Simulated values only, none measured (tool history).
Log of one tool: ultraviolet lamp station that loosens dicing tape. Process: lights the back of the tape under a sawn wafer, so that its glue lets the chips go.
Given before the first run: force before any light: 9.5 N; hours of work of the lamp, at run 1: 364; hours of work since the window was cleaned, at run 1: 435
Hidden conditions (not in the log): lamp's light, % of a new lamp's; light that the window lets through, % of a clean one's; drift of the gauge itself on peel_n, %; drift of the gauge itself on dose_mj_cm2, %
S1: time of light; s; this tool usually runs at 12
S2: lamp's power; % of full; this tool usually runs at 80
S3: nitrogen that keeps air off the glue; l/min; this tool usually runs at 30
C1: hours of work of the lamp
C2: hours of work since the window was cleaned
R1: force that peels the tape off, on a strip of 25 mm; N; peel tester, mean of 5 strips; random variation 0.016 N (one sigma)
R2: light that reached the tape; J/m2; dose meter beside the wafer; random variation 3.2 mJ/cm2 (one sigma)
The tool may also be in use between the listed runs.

run	day	S1	S2	S3	C1	C2	R1	R2
1	0.000	12	80	30	364	435	0.989	4240
2	1.162	19	80	30	377	448	0.353	6670
3	2.450	19	80	30	391	462	0.368	6620
4	3.588	19	80	30	403	474	0.356	6590
5	4.883	16	80	30	418	488	0.574	5520
6	5.521	12	80	19	425	495	1.465	4170
7	6.558	12	80	19	436	507	1.424	4120
# day 6.683: window cleaned of glue's vapour
8	7.271	12	80	19	444	6	1.541	4000
9	8.733	8	76	17	460	22	3.045	2500
# day 9.404: window cleaned of glue's vapour, once more
10	9.542	12	76	28	468	1	1.149	4080
11	10.542	12	76	28	479	12	1.189	4060
12	11.650	11	92	20	491	25	1.187	4510

Branching from run 12: 3 alternative next runs. What would each branch give?
A	13.179	17	60	31	508	41	?	?
B	13.179	10	92	16	508	41	?	?
C	13.179	12	89	38	508	41	?	?

run	R1	R2
A	0.878	4490
B	1.696	4030
C	0.657	4710
Had the tool no hidden state, the same runs would have come out as:
run	R1	R2
A	0.639	5180
B	1.318	4660
C	0.470	5440
